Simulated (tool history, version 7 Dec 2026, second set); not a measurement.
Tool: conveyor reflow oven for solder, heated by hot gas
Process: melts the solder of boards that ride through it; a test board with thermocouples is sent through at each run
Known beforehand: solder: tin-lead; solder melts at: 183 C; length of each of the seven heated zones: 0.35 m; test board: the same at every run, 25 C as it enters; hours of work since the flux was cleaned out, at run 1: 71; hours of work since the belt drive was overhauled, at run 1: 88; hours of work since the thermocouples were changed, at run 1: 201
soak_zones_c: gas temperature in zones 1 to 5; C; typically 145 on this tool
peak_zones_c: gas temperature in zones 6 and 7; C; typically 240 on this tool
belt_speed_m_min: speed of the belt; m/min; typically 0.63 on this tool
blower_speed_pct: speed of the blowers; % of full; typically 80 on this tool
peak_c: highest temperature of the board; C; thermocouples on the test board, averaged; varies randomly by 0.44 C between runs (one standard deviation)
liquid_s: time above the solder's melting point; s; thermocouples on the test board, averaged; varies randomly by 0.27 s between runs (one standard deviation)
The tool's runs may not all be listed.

run   hour  soak_zones_c  peak_zones_c  belt_speed_m_min  blower_speed_pct  hours of work since the flux was cleaned out  hours of work since the belt drive was overhauled  hours of work since the thermocouples were changed  peak_c  liquid_s
  1      0           145           240              0.63                80                                            71                                                 88                                                 201   222.7      55.2
  2   12.5           145           240              0.63                80                                            78                                                 95                                                 208   222.4      54.9
  3   20.9           145           240              0.63                80                                            83                                                100                                                 213   221.6      54.9
  4   28.8           145           240              0.63                59                                            87                                                104                                                 217   216.1        51
  5   37.7           145           240              0.63                59                                            92                                                109                                                 222   216.9      50.3
  6   53.1           145           240              0.63                59                                           101                                                117                                                 231   216.4      50.6
  7   68.3           145           240              0.63                80                                           109                                                126                                                 240   221.8      55.5
  8   85.9           145           240              0.63                80                                           119                                                136                                                 249   222.3      55.3
  9  102.7           145           240              0.63                80                                           129                                                145                                                 259   221.9      53.6
 10  112.6           145           240              0.63                63                                           134                                                151                                                 264   218.2      51.2
 11  126.3           145           253              0.63                80                                           142                                                158                                                 272   231.9      60.8
 12  145.4           145           253              0.63                80                                           152                                                169                                                 282   231.6      59.8
 13  154.3           160           240              0.63                80                                           157                                                174                                                 287   224.5      61.9
 14    163           145           248              0.63                80                                           162                                                179                                                 292   228.9        58
 15  176.2           145           240             0.683                80                                           170                                                186                                                 300   218.9      47.9
 16  186.3           154           240              0.63                80                                           175                                                192                                                 305   222.3      58.6
 17  201.4           146           240             0.645                69                                           184                                                200                                                 314   217.9      51.1
 18  219.8           145           237              0.63                80                                           194                                                210                                                 324   218.5      52.3
 19  231.6           145           237              0.63                80                                           200                                                217                                                 331   218.3      52.7
 20  246.7           137           239              0.63                80                                           209                                                225                                                 339   218.6      50.1
 21  263.7           154           250              0.63                80                                           218                                                235                                                 348   231.7      62.6
 22  276.8           145           231             0.756                85                                           226                                                242                                                 356   208.2        36
 23  293.5           143           240              0.63                63                                           235                                                252                                                 365   215.5      49.3
 24  306.9           143           231             0.501                58                                           242                                                259                                                 373     215      62.8
 25  318.3           143           231             0.501                58                                           249                                                265                                                 379   214.3      63.1
 26  337.1           143           231             0.501                67                                           259                                                276                                                 389   216.3      64.6

Forecast run 27:
 27  348.3           136           250              0.63                63                                           266                                                282                                                 396       ?         ?

peak_c: 222.1 C
liquid_s: 51.1 s
On a tool with no hidden condition, and with the same random variation, this run would have come out at peak_c 225.1 C, liquid_s 53.1 s.
